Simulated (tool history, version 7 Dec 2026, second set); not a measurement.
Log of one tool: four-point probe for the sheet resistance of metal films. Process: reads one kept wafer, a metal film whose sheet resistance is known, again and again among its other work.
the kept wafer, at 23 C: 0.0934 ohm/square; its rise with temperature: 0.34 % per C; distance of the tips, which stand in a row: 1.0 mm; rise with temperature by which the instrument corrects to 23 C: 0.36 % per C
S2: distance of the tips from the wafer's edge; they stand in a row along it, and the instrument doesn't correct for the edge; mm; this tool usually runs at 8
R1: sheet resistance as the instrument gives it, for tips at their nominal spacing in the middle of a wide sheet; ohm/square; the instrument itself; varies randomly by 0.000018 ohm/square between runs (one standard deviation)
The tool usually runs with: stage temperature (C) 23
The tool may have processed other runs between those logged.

run 1 hour=0 | stage_temperature_(C)=23 S2=8 | R1=0.094168
run 2 hour=62.5 | stage_temperature_(C)=23 S2=8 | R1=0.094166
run 3 hour=108.6 | stage_temperature_(C)=34 S2=8 | R1=0.093928
run 4 hour=174.2 | stage_temperature_(C)=34 S2=8 | R1=0.093962
run 5 hour=241.2 | stage_temperature_(C)=34 S2=8 | R1=0.093936
run 6 hour=307 | stage_temperature_(C)=34 S2=8 | R1=0.093983
run 7 hour=360.7 | stage_temperature_(C)=34 S2=8 | R1=0.093968
run 8 hour=397.1 | stage_temperature_(C)=23 S2=8 | R1=0.094137
run 9 hour=461.3 | stage_temperature_(C)=23 S2=8 | R1=0.094154
run 10 hour=511.7 | stage_temperature_(C)=26 S2=8 | R1=0.094079
run 11 hour=567.2 | stage_temperature_(C)=26 S2=8 | R1=0.094081
run 12 hour=626 | stage_temperature_(C)=26 S2=8 | R1=0.094086
run 13 hour=676 | stage_temperature_(C)=26 S2=8 | R1=0.094101
run 14 hour=709.1 | stage_temperature_(C)=26 S2=8 | R1=0.094106
run 15 hour=764.9 | stage_temperature_(C)=26 S2=8 | R1=0.094097
run 16 hour=831.9 | stage_temperature_(C)=26 S2=8 | R1=0.094111
run 17 hour=883.9 | stage_temperature_(C)=26 S2=8 | R1=0.094097
-- hour=888.8 stage's thermometer calibrated
run 18 hour=945.6 | stage_temperature_(C)=26 S2=8 | R1=0.094077
run 19 hour=985.8 | stage_temperature_(C)=23 S2=18 | R1=0.093526
run 20 hour=1020.9 | stage_temperature_(C)=23 S2=18 | R1=0.093525
run 21 hour=1068.9 | stage_temperature_(C)=23 S2=18 | R1=0.093561
run 22 hour=1128.7 | stage_temperature_(C)=23 S2=18 | R1=0.093519
run 23 hour=1177.5 | stage_temperature_(C)=23 S2=18 | R1=0.093515
run 24 hour=1213.4 | stage_temperature_(C)=23 S2=11 | R1=0.093774
run 25 hour=1257.9 | stage_temperature_(C)=31 S2=26 | R1=0.093319
run 26 hour=1312.9 | stage_temperature_(C)=31 S2=26 | R1=0.093279
run 27 hour=1377.1 | stage_temperature_(C)=20 S2=4 | R1=0.096471
run 28 hour=1432.1 | stage_temperature_(C)=23 S2=31 | R1=0.093451
run 29 hour=1484.6 | stage_temperature_(C)=23 S2=16 | R1=0.093577
run 30 hour=1512.4 | stage_temperature_(C)=23 S2=16 | R1=0.093585
run 31 hour=1552.2 | stage_temperature_(C)=32 S2=42 | R1=0.093244
run 32 hour=1580.7 | stage_temperature_(C)=32 S2=42 | R1=0.093228
run 33 hour=1629.6 | stage_temperature_(C)=29 S2=66 | R1=0.093249
run 34 hour=1658.2 | stage_temperature_(C)=21 S2=4 | R1=0.09643
run 35 hour=1712.3 | stage_temperature_(C)=26 S2=22 | R1=0.093404
run 36 hour=1758.7 | stage_temperature_(C)=26 S2=10 | R1=0.093805
run 37 hour=1798.7 | stage_temperature_(C)=26 S2=10 | R1=0.093834
run 38 hour=1837.7 | stage_temperature_(C)=26 S2=25 | R1=0.093425
run 39 hour=1896.8 | stage_temperature_(C)=23 S2=5 | R1=0.095303
run 40 hour=1925.1 | stage_temperature_(C)=23 S2=5 | R1=0.095347
run 41 hour=1975.8 | stage_temperature_(C)=21 S2=11 | R1=0.093824
run 42 hour=2032.2 | stage_temperature_(C)=21 S2=11 | R1=0.093824
run 43 hour=2087.9 | stage_temperature_(C)=21 S2=11 | R1=0.093846
run 44 hour=2137.2 | stage_temperature_(C)=21 S2=11 | R1=0.093797
run 45 hour=2181.4 | stage_temperature_(C)=28 S2=37 | R1=0.093308

Here are 3 independent what-if runs from the current tool condition. What would each one return?
run A hour=2226.2 | stage_temperature_(C)=31 S2=6 | R1=?
run B hour=2226.2 | stage_temperature_(C)=33 S2=5 | R1=?
run C hour=2226.2 | stage_temperature_(C)=19 S2=9 | R1=?

run=A R1=0.094588
run=B R1=0.095145
run=C R1=0.094054
Without the tool's unlogged condition, the same runs would have read:
run=A R1=0.094618
run=B R1=0.095175
run=C R1=0.094084
